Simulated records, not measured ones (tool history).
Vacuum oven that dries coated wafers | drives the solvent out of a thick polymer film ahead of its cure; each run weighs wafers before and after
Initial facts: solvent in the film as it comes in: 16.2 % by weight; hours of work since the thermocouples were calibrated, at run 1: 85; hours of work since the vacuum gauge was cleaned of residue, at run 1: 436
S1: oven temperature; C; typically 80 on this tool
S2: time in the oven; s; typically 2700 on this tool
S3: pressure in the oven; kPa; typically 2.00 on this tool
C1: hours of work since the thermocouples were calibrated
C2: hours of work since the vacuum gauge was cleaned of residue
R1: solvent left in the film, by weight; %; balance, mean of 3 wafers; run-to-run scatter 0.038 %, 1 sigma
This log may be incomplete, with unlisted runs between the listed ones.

run 1 hour=0.0 | S1=80 S2=2700 S3=2.00 | C1=85 C2=436 | R1=2.04
run 2 hour=15.6 | S1=80 S2=2700 S3=1.18 | C1=97 C2=448 | R1=1.72
run 3 hour=23.3 | S1=80 S2=2700 S3=2.00 | C1=103 C2=453 | R1=2.04
run 4 hour=31.1 | S1=80 S2=4800 S3=2.00 | C1=109 C2=459 | R1=1.06
run 5 hour=47.9 | S1=80 S2=4800 S3=2.00 | C1=122 C2=472 | R1=1.02
run 6 hour=65.4 | S1=80 S2=4800 S3=2.00 | C1=135 C2=486 | R1=1.00
run 7 hour=76.4 | S1=80 S2=4800 S3=2.00 | C1=144 C2=494 | R1=1.03
run 8 hour=85.8 | S1=80 S2=4800 S3=2.00 | C1=151 C2=501 | R1=1.00
run 9 hour=103.1 | S1=80 S2=4800 S3=2.00 | C1=164 C2=515 | R1=1.04
run 10 hour=111.1 | S1=80 S2=2700 S3=2.00 | C1=170 C2=521 | R1=1.98
run 11 hour=126.1 | S1=80 S2=2700 S3=3.30 | C1=182 C2=532 | R1=2.53
run 12 hour=135.9 | S1=80 S2=2700 S3=1.45 | C1=189 C2=540 | R1=1.82
run 13 hour=150.5 | S1=80 S2=2700 S3=2.00 | C1=200 C2=551 | R1=1.99
-- hour=153.6 oven's thermocouples calibrated
run 14 hour=162.9 | S1=80 S2=2700 S3=2.00 | C1=7 C2=559 | R1=1.94
run 15 hour=179.6 | S1=80 S2=2700 S3=2.00 | C1=20 C2=572 | R1=1.93
-- hour=192.4 oven's thermocouples calibrated, once more
run 16 hour=198.6 | S1=80 S2=2700 S3=2.00 | C1=5 C2=585 | R1=2.12
run 17 hour=207.1 | S1=80 S2=2700 S3=1.29 | C1=11 C2=591 | R1=1.78
run 18 hour=220.8 | S1=83 S2=2700 S3=2.00 | C1=22 C2=602 | R1=1.52
run 19 hour=237.7 | S1=80 S2=2700 S3=2.00 | C1=35 C2=615 | R1=1.99
run 20 hour=255.5 | S1=80 S2=2700 S3=2.00 | C1=48 C2=628 | R1=1.99
run 21 hour=266.4 | S1=80 S2=2700 S3=2.00 | C1=57 C2=637 | R1=2.05
run 22 hour=282.4 | S1=80 S2=2700 S3=2.00 | C1=69 C2=649 | R1=2.03
run 23 hour=300.5 | S1=80 S2=2700 S3=2.00 | C1=83 C2=663 | R1=2.05
run 24 hour=312.4 | S1=80 S2=2700 S3=4.50 | C1=92 C2=672 | R1=2.99
run 25 hour=329.0 | S1=87 S2=4380 S3=4.50 | C1=105 C2=685 | R1=1.51
run 26 hour=342.7 | S1=66 S2=4380 S3=1.53 | C1=115 C2=695 | R1=3.55
run 27 hour=360.7 | S1=89 S2=4740 S3=1.17 | C1=129 C2=709 | R1=0.43
run 28 hour=376.3 | S1=80 S2=2340 S3=2.00 | C1=141 C2=721 | R1=2.44
run 29 hour=393.4 | S1=80 S2=2340 S3=2.00 | C1=154 C2=734 | R1=2.45
run 30 hour=409.5 | S1=80 S2=2340 S3=2.00 | C1=166 C2=746 | R1=2.51
run 31 hour=427.3 | S1=80 S2=4380 S3=2.00 | C1=180 C2=760 | R1=1.15
run 32 hour=440.2 | S1=80 S2=4380 S3=2.00 | C1=190 C2=770 | R1=1.09
run 33 hour=456.3 | S1=80 S2=4380 S3=2.00 | C1=202 C2=782 | R1=1.13
run 34 hour=470.8 | S1=80 S2=3060 S3=2.18 | C1=213 C2=793 | R1=1.70
run 35 hour=481.6 | S1=68 S2=3240 S3=2.18 | C1=221 C2=801 | R1=4.56
run 36 hour=498.7 | S1=81 S2=1380 S3=2.65 | C1=235 C2=814 | R1=4.36
run 37 hour=507.8 | S1=80 S2=4080 S3=2.39 | C1=242 C2=821 | R1=1.34
run 38 hour=520.8 | S1=80 S2=4080 S3=2.39 | C1=252 C2=831 | R1=1.35
run 39 hour=531.8 | S1=69 S2=2700 S3=2.00 | C1=260 C2=840 | R1=4.81
run 40 hour=544.7 | S1=69 S2=2700 S3=2.00 | C1=270 C2=850 | R1=4.95
run 41 hour=559.6 | S1=88 S2=1560 S3=5.37 | C1=281 C2=861 | R1=2.82
run 42 hour=573.6 | S1=88 S2=1560 S3=5.37 | C1=292 C2=872 | R1=2.91
run 43 hour=585.3 | S1=88 S2=1560 S3=5.37 | C1=301 C2=881 | R1=2.89
run 44 hour=596.6 | S1=80 S2=2940 S3=2.00 | C1=310 C2=889 | R1=1.74
run 45 hour=608.0 | S1=91 S2=1500 S3=7.90 | C1=318 C2=898 | R1=3.00
run 46 hour=618.1 | S1=87 S2=1500 S3=1.57 | C1=326 C2=906 | R1=2.23
run 47 hour=632.3 | S1=77 S2=2820 S3=2.00 | C1=337 C2=917 | R1=2.52

Hidden condition of the tool, last listed run before each entry between runs versus first listed run after:
From run 13 to run 14: oven's thermocouples calibrated (hour 153.6)
  true wafer temperature over the reading, C: 0.51 -> 0.6; true pressure over the reading, kPa: 0.194 -> 0.197
  measured value less the no-hidden-state value, R1: -0.02 -> -0.04 %
From run 15 to run 16: oven's thermocouples calibrated, once more (hour 192.4)
  true wafer temperature over the reading, C: 0.63 -> 0.3; true pressure over the reading, kPa: 0.201 -> 0.205
  measured value less the no-hidden-state value, R1: -0.05 -> +0.02 %
